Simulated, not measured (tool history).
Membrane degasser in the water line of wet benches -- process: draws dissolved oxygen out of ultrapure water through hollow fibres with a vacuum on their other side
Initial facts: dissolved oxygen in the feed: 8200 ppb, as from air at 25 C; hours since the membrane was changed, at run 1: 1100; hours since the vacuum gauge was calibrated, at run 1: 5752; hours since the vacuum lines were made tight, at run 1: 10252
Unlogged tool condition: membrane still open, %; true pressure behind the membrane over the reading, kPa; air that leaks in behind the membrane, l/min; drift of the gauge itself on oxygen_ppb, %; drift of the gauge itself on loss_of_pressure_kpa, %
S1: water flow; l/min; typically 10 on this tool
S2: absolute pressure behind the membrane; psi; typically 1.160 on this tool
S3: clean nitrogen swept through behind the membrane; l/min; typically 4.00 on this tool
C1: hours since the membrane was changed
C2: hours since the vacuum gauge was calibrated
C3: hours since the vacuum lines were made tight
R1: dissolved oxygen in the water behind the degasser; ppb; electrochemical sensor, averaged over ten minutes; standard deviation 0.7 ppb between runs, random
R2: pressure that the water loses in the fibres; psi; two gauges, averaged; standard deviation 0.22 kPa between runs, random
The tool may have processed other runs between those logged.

Run 1, hour 0.0: usual settings; C1 1100; C2 5752; C3 10252. Result: R1 64.1 ppb, R2 7.601 psi.
Run 2, hour 124.2: usual settings; C1 1224; C2 5876; C3 10377. Result: R1 63.1 ppb, R2 7.607 psi.
Run 3, hour 228.8: usual settings; C1 1328; C2 5981; C3 10481. Result: R1 63.7 ppb, R2 7.672 psi.
Run 4, hour 338.7: usual settings; C1 1438; C2 6091; C3 10591. Result: R1 64.0 ppb, R2 7.642 psi.
Run 5, hour 475.4: usual settings but S3 4.13 l/min; C1 1575; C2 6227; C3 10728. Result: R1 63.3 ppb, R2 7.700 psi.
Run 6, hour 597.9: usual settings but S1 7 l/min; C1 1697; C2 6350; C3 10850. Result: R1 30.5 ppb, R2 5.352 psi.
Run 7, hour 707.5: usual settings but S1 7 l/min; C1 1807; C2 6459; C3 10960. Result: R1 30.2 ppb, R2 5.426 psi.
Run 8, hour 827.3: usual settings but S1 7 l/min; C1 1927; C2 6579; C3 11080. Result: R1 30.7 ppb, R2 5.379 psi.
Run 9, hour 937.8: usual settings but S1 11 l/min; C1 2037; C2 6690; C3 11190. Result: R1 79.2 ppb, R2 8.447 psi.
Run 10, hour 1018.1: usual settings; C1 2118; C2 6770; C3 11271. Result: R1 64.6 ppb, R2 7.745 psi.
Run 11, hour 1172.8: usual settings; C1 2272; C2 6925; C3 11425. Result: R1 61.8 ppb, R2 7.773 psi.
Run 12, hour 1256.8: usual settings; C1 2356; C2 7009; C3 11509. Result: R1 64.6 ppb, R2 7.725 psi.
Run 13, hour 1372.8: usual settings but S1 15 l/min, S2 1.389 psi; C1 2472; C2 7125; C3 11625. Result: R1 165.9 ppb, R2 11.613 psi.
Run 14, hour 1476.5: usual settings but S1 8 l/min; C1 2576; C2 7228; C3 11729. Result: R1 40.4 ppb, R2 6.216 psi.

Run 15 is up next; what results do you expect?
Run 15, hour 1542.2: usual settings but S1 14 l/min, S2 1.159 psi; C1 2642; C2 7294; C3 11795. Result: R1 ?, R2 ?.

Logged for run 15: R1 130.5 ppb, R2 10.824 psi.
On a tool with no hidden condition, and with the same random variation, this run would have come out at R1 130.3 ppb, R2 10.670 psi.
